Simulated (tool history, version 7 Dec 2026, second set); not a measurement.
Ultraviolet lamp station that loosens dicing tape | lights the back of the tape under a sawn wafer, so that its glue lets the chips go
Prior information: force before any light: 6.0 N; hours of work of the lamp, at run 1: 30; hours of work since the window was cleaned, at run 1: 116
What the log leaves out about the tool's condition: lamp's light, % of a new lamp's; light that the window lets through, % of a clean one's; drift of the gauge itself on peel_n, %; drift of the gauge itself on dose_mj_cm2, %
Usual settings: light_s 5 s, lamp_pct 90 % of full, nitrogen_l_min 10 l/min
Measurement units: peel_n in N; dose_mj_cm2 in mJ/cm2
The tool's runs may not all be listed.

run   hour  light_s  lamp_pct  nitrogen_l_min  hours of work of the lamp  hours of work since the window was cleaned  peel_n  dose_mj_cm2
  1      0        5        90              10                         30                                         116   0.565          414
  2   18.4        5        90              10                         44                                         130   0.537          414
  3   41.4        5        90              10                         62                                         148   0.575          410
  4     68        5        90              10                         83                                         169   0.563          403
  5   97.1        5        90              10                        106                                         191   0.584          396
  6  137.8        5        90              10                        137                                         223   0.616          393
  7  173.2        5        90              10                        165                                         251   0.621          387
  8  199.4        5        90              10                        185                                         271   0.654          386
  9  219.6        5        90              10                        201                                         287   0.699          381
 10  254.1        5        90              10                        228                                         314   0.655          372
 11  273.6        5        90              10                        243                                         329     0.7          373
 12  314.4        5        90              10                        275                                         360   0.697          364
 13  355.2        5        90              10                        306                                         392   0.724          363
 14    390        5        90              10                        334                                         419   0.737          351
 15  425.9        5        90              10                        361                                         447   0.808          348
 16  444.1        5        90              10                        376                                         461   0.749          351
 17    470        5        90              10                        396                                         482   0.797          344
 18  490.6        5        90              10                        412                                         498   0.797          341
 19  530.7        5        90              10                        443                                         529   0.832          336
 20  552.8        2        90              10                        460                                         546     2.6          129
       557  -- window cleaned of glue's vapour
 21  577.6        2        90              10                        479                                          16   2.405          148
 22  597.8        2        90              10                        495                                          32   2.417          143
 23    628        2        90               5                        518                                          55   3.007          144
 24  662.7        4        86               4                        545                                          82   1.891          273
 25  685.3        7        86               4                        563                                         100   0.917          472
 26    705        7        86               4                        578                                         115   0.909          466
 27  728.1        7        86               4                        596                                         133   0.932          469

Run 28, settings as shown, results not yet in. Your forecast:
 28  763.6        5        75              10                        624                                         161       ?            ?

peel_n: 1.048 N
dose_mj_cm2: 287 mJ/cm2
With the hidden condition absent and the run-to-run variation left alone, this run would have shown peel_n 0.687 N, dose_mj_cm2 368 mJ/cm2.
